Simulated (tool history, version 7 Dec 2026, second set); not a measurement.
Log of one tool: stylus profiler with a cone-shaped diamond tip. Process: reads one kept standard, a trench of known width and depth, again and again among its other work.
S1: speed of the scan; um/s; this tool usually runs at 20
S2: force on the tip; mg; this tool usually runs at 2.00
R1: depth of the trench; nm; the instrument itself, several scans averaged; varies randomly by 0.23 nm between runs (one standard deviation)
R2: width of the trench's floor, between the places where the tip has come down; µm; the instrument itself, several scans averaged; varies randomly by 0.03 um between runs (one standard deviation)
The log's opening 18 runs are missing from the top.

| run | hour | S1 | S2 | R1 | R2 |
|---|---|---|---|---|---|
| 19 | 1188.2 | 40 | 0.81 | 1006.17 | 90.80 |
| 20 | 1230.3 | 5 | 1.51 | 1010.55 | 91.16 |
| 21 | 1274.4 | 24 | 5.73 | 1026.82 | 91.07 |
| 22 | 1341.8 | 9 | 3.79 | 1020.07 | 91.05 |
| 23 | 1401.6 | 5 | 4.42 | 1022.26 | 91.05 |
| 24 | 1470.3 | 52 | 2.36 | 1013.78 | 90.73 |
| 25 | 1546.9 | 48 | 1.15 | 1007.89 | 90.64 |
| 26 | 1612.0 | 27 | 1.15 | 1007.77 | 90.74 |
| 27 | 1697.7 | 27 | 1.15 | 1007.48 | 90.73 |
| 28 | 1774.5 | 62 | 1.67 | 1009.82 | 90.44 |
| 29 | 1831.5 | 62 | 1.67 | 1010.08 | 90.41 |
| 30 | 1919.7 | 62 | 1.67 | 1009.56 | 90.38 |

Below are 4 alternative next runs, each starting from the tool's condition after run 30. Predict each:
| A | 1997.0 | 58 | 2.01 | ? | ? |
| B | 1997.0 | 61 | 3.68 | ? | ? |
| C | 1997.0 | 20 | 3.09 | ? | ? |
| D | 1997.0 | 23 | 4.20 | ? | ? |

| run | R1 | R2 |
|---|---|---|
| A | 1011.44 | 90.41 |
| B | 1017.97 | 90.45 |
| C | 1015.79 | 90.63 |
| D | 1020.24 | 90.71 |
With the hidden condition removed and each run's random variation left untouched, the same runs would have given:
| run | R1 | R2 |
|---|---|---|
| A | 1014.28 | 93.65 |
| B | 1020.83 | 93.69 |
| C | 1018.64 | 93.86 |
| D | 1023.10 | 93.95 |
